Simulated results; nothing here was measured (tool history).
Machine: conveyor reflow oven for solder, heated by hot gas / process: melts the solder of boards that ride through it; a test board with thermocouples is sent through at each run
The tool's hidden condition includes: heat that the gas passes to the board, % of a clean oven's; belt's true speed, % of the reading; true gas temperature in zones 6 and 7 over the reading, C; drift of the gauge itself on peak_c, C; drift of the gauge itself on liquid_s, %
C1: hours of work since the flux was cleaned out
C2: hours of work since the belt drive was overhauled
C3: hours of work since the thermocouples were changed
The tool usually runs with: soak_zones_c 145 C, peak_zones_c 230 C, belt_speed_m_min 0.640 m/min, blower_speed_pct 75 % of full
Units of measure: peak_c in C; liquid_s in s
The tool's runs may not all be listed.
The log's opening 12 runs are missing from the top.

{"hour": 308.1, "done": "flux residue cleaned out of gas plates and filters"}
{"run": 13, "hour": 311.6, "soak_zones_c": 145, "peak_zones_c": 222, "belt_speed_m_min": 0.64, "blower_speed_pct": 75, "C1": 3, "C2": 983, "C3": 218, "peak_c": 208.8, "liquid_s": 46.9}
{"run": 14, "hour": 340.2, "soak_zones_c": 145, "peak_zones_c": 222, "belt_speed_m_min": 0.585, "blower_speed_pct": 75, "C1": 23, "C2": 1004, "C3": 239, "peak_c": 210.8, "liquid_s": 54.4}
{"run": 15, "hour": 370.0, "soak_zones_c": 145, "peak_zones_c": 222, "belt_speed_m_min": 0.585, "blower_speed_pct": 75, "C1": 45, "C2": 1026, "C3": 260, "peak_c": 210.6, "liquid_s": 53.9}
{"run": 16, "hour": 393.7, "soak_zones_c": 145, "peak_zones_c": 222, "belt_speed_m_min": 0.585, "blower_speed_pct": 75, "C1": 62, "C2": 1043, "C3": 277, "peak_c": 210.6, "liquid_s": 54.0}
{"run": 17, "hour": 409.6, "soak_zones_c": 145, "peak_zones_c": 222, "belt_speed_m_min": 0.585, "blower_speed_pct": 75, "C1": 74, "C2": 1055, "C3": 289, "peak_c": 210.7, "liquid_s": 53.8}
{"run": 18, "hour": 428.8, "soak_zones_c": 145, "peak_zones_c": 222, "belt_speed_m_min": 0.585, "blower_speed_pct": 75, "C1": 88, "C2": 1068, "C3": 303, "peak_c": 210.6, "liquid_s": 53.9}
{"run": 19, "hour": 445.0, "soak_zones_c": 145, "peak_zones_c": 222, "belt_speed_m_min": 0.585, "blower_speed_pct": 75, "C1": 99, "C2": 1080, "C3": 315, "peak_c": 210.7, "liquid_s": 53.5}
{"run": 20, "hour": 464.2, "soak_zones_c": 145, "peak_zones_c": 222, "belt_speed_m_min": 0.585, "blower_speed_pct": 75, "C1": 113, "C2": 1094, "C3": 329, "peak_c": 210.9, "liquid_s": 53.6}
{"hour": 479.9, "done": "belt drive overhauled, speed set with a stopwatch"}
{"run": 21, "hour": 486.9, "soak_zones_c": 134, "peak_zones_c": 236, "belt_speed_m_min": 0.703, "blower_speed_pct": 51, "C1": 127, "C2": 5, "C3": 342, "peak_c": 207.9, "liquid_s": 35.2}
{"run": 22, "hour": 519.1, "soak_zones_c": 147, "peak_zones_c": 228, "belt_speed_m_min": 0.559, "blower_speed_pct": 53, "C1": 150, "C2": 28, "C3": 366, "peak_c": 212.7, "liquid_s": 56.2}
{"run": 23, "hour": 550.0, "soak_zones_c": 147, "peak_zones_c": 228, "belt_speed_m_min": 0.689, "blower_speed_pct": 53, "C1": 173, "C2": 51, "C3": 388, "peak_c": 206.1, "liquid_s": 38.5}
{"run": 24, "hour": 577.7, "soak_zones_c": 160, "peak_zones_c": 228, "belt_speed_m_min": 0.589, "blower_speed_pct": 53, "C1": 193, "C2": 71, "C3": 408, "peak_c": 213.8, "liquid_s": 59.9}
{"run": 25, "hour": 604.9, "soak_zones_c": 145, "peak_zones_c": 230, "belt_speed_m_min": 0.626, "blower_speed_pct": 75, "C1": 212, "C2": 91, "C3": 428, "peak_c": 215.0, "liquid_s": 51.4}
{"run": 26, "hour": 632.1, "soak_zones_c": 142, "peak_zones_c": 231, "belt_speed_m_min": 0.575, "blower_speed_pct": 85, "C1": 232, "C2": 110, "C3": 448, "peak_c": 218.9, "liquid_s": 58.7}
{"run": 27, "hour": 664.5, "soak_zones_c": 142, "peak_zones_c": 231, "belt_speed_m_min": 0.575, "blower_speed_pct": 85, "C1": 256, "C2": 134, "C3": 471, "peak_c": 219.1, "liquid_s": 58.6}
{"run": 28, "hour": 689.9, "soak_zones_c": 142, "peak_zones_c": 231, "belt_speed_m_min": 0.575, "blower_speed_pct": 85, "C1": 274, "C2": 152, "C3": 489, "peak_c": 218.7, "liquid_s": 58.6}
{"run": 29, "hour": 713.1, "soak_zones_c": 145, "peak_zones_c": 240, "belt_speed_m_min": 0.56, "blower_speed_pct": 75, "C1": 291, "C2": 169, "C3": 506, "peak_c": 226.7, "liquid_s": 65.6}
{"run": 30, "hour": 746.1, "soak_zones_c": 145, "peak_zones_c": 240, "belt_speed_m_min": 0.56, "blower_speed_pct": 75, "C1": 315, "C2": 193, "C3": 530, "peak_c": 226.2, "liquid_s": 66.0}

Forecast each of these 3 alternatives for the next run:
{"hour": 779.7, "done": "flux residue cleaned out of gas plates and filters"}
{"run": "A", "hour": 779.7, "soak_zones_c": 140, "peak_zones_c": 230, "belt_speed_m_min": 0.64, "blower_speed_pct": 75, "C1": 0, "C2": 214, "C3": 551, "peak_c": "?", "liquid_s": "?"}
{"hour": 779.7, "done": "flux residue cleaned out of gas plates and filters"}
{"run": "B", "hour": 779.7, "soak_zones_c": 145, "peak_zones_c": 242, "belt_speed_m_min": 0.64, "blower_speed_pct": 75, "C1": 0, "C2": 214, "C3": 551, "peak_c": "?", "liquid_s": "?"}
{"hour": 779.7, "done": "flux residue cleaned out of gas plates and filters"}
{"run": "C", "hour": 779.7, "soak_zones_c": 145, "peak_zones_c": 224, "belt_speed_m_min": 0.64, "blower_speed_pct": 57, "C1": 0, "C2": 214, "C3": 551, "peak_c": "?", "liquid_s": "?"}

run=A peak_c=214.3 liquid_s=47.9
run=B peak_c=225.4 liquid_s=56.6
run=C peak_c=206.2 liquid_s=42.1
Take away the tool's hidden state, keep each run's random variation, and the runs would have read:
run=A peak_c=215.4 liquid_s=48.3
run=B peak_c=226.5 liquid_s=56.9
run=C peak_c=207.2 liquid_s=42.7
